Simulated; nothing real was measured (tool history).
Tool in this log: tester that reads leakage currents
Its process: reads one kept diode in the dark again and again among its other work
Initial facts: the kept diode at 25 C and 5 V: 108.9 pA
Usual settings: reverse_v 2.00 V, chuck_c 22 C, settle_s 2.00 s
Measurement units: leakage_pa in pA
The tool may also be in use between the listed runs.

Run 1, hour 0.0: usual settings. Result: leakage_pa 62.47 pA.
Run 2, hour 20.7: usual settings but settle_s 1.17 s. Result: leakage_pa 63.22 pA.
Run 3, hour 38.5: usual settings but settle_s 1.17 s. Result: leakage_pa 63.12 pA.
Run 4, hour 53.0: usual settings but chuck_c 28 C. Result: leakage_pa 96.93 pA.
Run 5, hour 77.1: usual settings but chuck_c 28 C. Result: leakage_pa 96.59 pA.
Run 6, hour 102.7: usual settings but chuck_c 28 C. Result: leakage_pa 96.02 pA.
Run 7, hour 124.7: usual settings but settle_s 0.50 s. Result: leakage_pa 64.24 pA.
Run 8, hour 140.1: usual settings but settle_s 2.48 s. Result: leakage_pa 62.89 pA.
Run 9, hour 155.0: usual settings but chuck_c 56 C. Result: leakage_pa 611.16 pA.
Run 10, hour 183.5: usual settings. Result: leakage_pa 63.25 pA.
Run 11, hour 204.4: usual settings. Result: leakage_pa 63.00 pA.
Run 12, hour 229.7: usual settings. Result: leakage_pa 62.76 pA.
Run 13, hour 255.0: usual settings but settle_s 0.32 s. Result: leakage_pa 65.36 pA.
Run 14, hour 268.8: usual settings but settle_s 4.93 s. Result: leakage_pa 62.97 pA.
At hour 272.8: tester calibrated.
Run 15, hour 297.0: usual settings but settle_s 4.93 s. Result: leakage_pa 62.97 pA.
Run 16, hour 310.2: usual settings but chuck_c 43 C, settle_s 4.93 s. Result: leakage_pa 269.78 pA.
At hour 326.7: tester calibrated, once more.
Run 17, hour 329.7: usual settings but chuck_c 43 C, settle_s 4.93 s. Result: leakage_pa 270.18 pA.
Run 18, hour 347.6: usual settings but chuck_c 43 C, settle_s 4.93 s. Result: leakage_pa 270.46 pA.
Run 19, hour 369.6: usual settings but chuck_c 43 C, settle_s 4.93 s. Result: leakage_pa 270.25 pA.
At hour 395.2: probe card cleaned and baked.
Run 20, hour 396.1: usual settings but chuck_c 43 C, settle_s 4.93 s. Result: leakage_pa 268.92 pA.
Run 21, hour 412.7: usual settings but chuck_c 43 C, settle_s 4.93 s. Result: leakage_pa 271.22 pA.
Run 22, hour 435.7: usual settings but reverse_v 1.00 V, chuck_c 44 C, settle_s 8.47 s. Result: leakage_pa 216.79 pA.
Run 23, hour 463.1: usual settings but reverse_v 3.93 V, chuck_c 42 C, settle_s 7.90 s. Result: leakage_pa 333.78 pA.
Run 24, hour 479.4: usual settings but reverse_v 3.93 V, chuck_c 42 C, settle_s 7.90 s. Result: leakage_pa 332.43 pA.
Run 25, hour 507.6: usual settings but reverse_v 3.93 V, chuck_c 33 C, settle_s 7.19 s. Result: leakage_pa 181.77 pA.
Run 26, hour 528.6: usual settings but reverse_v 7.67 V, chuck_c 30 C, settle_s 0.34 s. Result: leakage_pa 201.54 pA.
Run 27, hour 545.3: usual settings but reverse_v 1.24 V, chuck_c 24 C, settle_s 1.63 s. Result: leakage_pa 59.37 pA.
Run 28, hour 573.2: usual settings but reverse_v 1.24 V, chuck_c 24 C, settle_s 1.63 s. Result: leakage_pa 59.52 pA.
Run 29, hour 590.8: usual settings but reverse_v 8.39 V, chuck_c 50 C, settle_s 1.96 s. Result: leakage_pa 763.91 pA.
Run 30, hour 617.5: usual settings but reverse_v 1.88 V, chuck_c 27 C, settle_s 9.32 s. Result: leakage_pa 87.18 pA.
Run 31, hour 640.9: usual settings but reverse_v 5.51 V. Result: leakage_pa 95.16 pA.
At hour 650.9: chuck's temperature calibrated.
Run 32, hour 659.9: usual settings but settle_s 1.95 s. Result: leakage_pa 60.38 pA.
Run 33, hour 675.9: usual settings but reverse_v 2.18 V, chuck_c 50 C, settle_s 5.55 s. Result: leakage_pa 425.29 pA.
Run 34, hour 689.0: usual settings but reverse_v 2.18 V, chuck_c 50 C, settle_s 5.55 s. Result: leakage_pa 426.04 pA.
Run 35, hour 707.3: usual settings but chuck_c 46 C. Result: leakage_pa 317.94 pA.
Run 36, hour 726.6: usual settings but reverse_v 4.66 V, chuck_c 24 C, settle_s 9.77 s. Result: leakage_pa 99.03 pA.
Run 37, hour 751.1: usual settings but reverse_v 1.40 V, chuck_c 53 C, settle_s 9.77 s. Result: leakage_pa 428.25 pA.
Run 38, hour 774.5: usual settings but reverse_v 11.41 V, chuck_c 32 C, settle_s 0.97 s. Result: leakage_pa 258.43 pA.
Run 39, hour 794.0: usual settings but reverse_v 11.41 V, chuck_c 32 C, settle_s 0.97 s. Result: leakage_pa 258.81 pA.
Run 40, hour 813.7: usual settings but reverse_v 11.41 V, chuck_c 32 C, settle_s 0.97 s. Result: leakage_pa 258.88 pA.
Run 41, hour 828.3: usual settings but reverse_v 13.15 V. Result: leakage_pa 133.88 pA.

Predict each of these 3 candidate next runs independently; none follows another, all start after run 41:
Run A, hour 856.6: usual settings but reverse_v 13.15 V, chuck_c 48 C. Result: leakage_pa ?.
Run B, hour 856.6: usual settings but reverse_v 4.76 V. Result: leakage_pa ?.
Run C, hour 856.6: usual settings but reverse_v 2.19 V, chuck_c 58 C. Result: leakage_pa ?.

run  leakage_pa
  A      790.29
  B       87.34
  C      700.10
The same runs, with their run-to-run variation unchanged, on a tool lacking any hidden condition would have given:
run  leakage_pa
  A      787.53
  B       86.58
  C      698.93
